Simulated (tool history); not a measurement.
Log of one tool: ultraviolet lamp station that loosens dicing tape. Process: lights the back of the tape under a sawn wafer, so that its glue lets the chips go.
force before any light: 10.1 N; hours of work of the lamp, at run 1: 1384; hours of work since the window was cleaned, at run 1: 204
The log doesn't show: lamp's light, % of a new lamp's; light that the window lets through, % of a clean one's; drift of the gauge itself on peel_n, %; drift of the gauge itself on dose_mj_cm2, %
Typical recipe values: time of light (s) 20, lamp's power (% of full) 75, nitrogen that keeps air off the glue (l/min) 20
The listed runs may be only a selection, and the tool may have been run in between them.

run,day,time of light (s),lamp's power (% of full),nitrogen that keeps air off the glue (l/min),hours of work of the lamp,hours of work since the window was cleaned,force that peels the tape off (N),light that reached the tape (mJ/cm²)
1,0,20,75,20,1384,204,0.437,510
2,1.192,20,75,20,1400,221,0.439,515
3,3.792,20,75,20,1436,256,0.444,511
4,6.133,20,75,20,1468,288,0.445,511
5,8.288,20,75,20,1498,318,0.442,511
6,11.042,20,75,8,1535,356,0.938,509
7,13.521,20,75,8,1569,390,0.894,511
8,15.658,20,75,20,1599,419,0.443,507
9,18.479,20,78,20,1637,458,0.409,530
10,20.45,20,78,20,1665,485,0.396,528
11,21.996,20,78,20,1686,506,0.427,525
# day 23.104: window cleaned of glue's vapour
12,23.783,20,75,17,1710,9,0.51,509
13,25.679,20,75,15,1736,35,0.565,504
14,27.067,20,75,15,1755,54,0.555,506
15,29.404,20,75,15,1787,86,0.56,504
16,32.188,20,75,15,1825,125,0.555,516
17,34.929,20,75,15,1863,162,0.566,513
18,36.362,28,75,9,1882,182,0.374,722
19,38.133,28,75,9,1907,206,0.389,715
20,40.338,15,75,20,1937,236,0.906,374
21,42.692,20,65,20,1969,269,0.62,441
# day 44.133: lamp changed
22,45.438,23,87,16,18,306,0.265,680
23,47.538,23,87,16,47,334,0.276,680
24,50.292,23,87,16,84,372,0.265,691
25,51.55,21,80,7,102,389,0.812,577
26,52.821,11,75,20,119,407,1.554,281
27,54.929,28,77,20,148,436,0.208,741
28,57.267,28,77,20,180,468,0.204,733
29,59.004,27,69,15,204,492,0.331,634

Forecast each of these 5 alternatives for the next run:
# day 61.325: window cleaned of glue's vapour
A,61.583,29,75,20,239,4,?,?
# day 61.325: window cleaned of glue's vapour
B,61.583,24,69,15,239,4,?,?
# day 61.325: window cleaned of glue's vapour
C,61.583,25,61,16,239,4,?,?
# day 61.325: window cleaned of glue's vapour
D,61.583,14,74,6,239,4,?,?
# day 61.325: window cleaned of glue's vapour
E,61.583,18,64,7,239,4,?,?

run,force that peels the tape off (N),light that reached the tape (mJ/cm²)
A,0.204,740
B,0.439,563
C,0.509,517
D,2.109,354
E,1.665,395
With the hidden condition removed and each run's random variation left untouched, the same runs would have given:
run,force that peels the tape off (N),light that reached the tape (mJ/cm²)
A,0.204,741
B,0.438,564
C,0.508,517
D,2.107,354
E,1.663,395

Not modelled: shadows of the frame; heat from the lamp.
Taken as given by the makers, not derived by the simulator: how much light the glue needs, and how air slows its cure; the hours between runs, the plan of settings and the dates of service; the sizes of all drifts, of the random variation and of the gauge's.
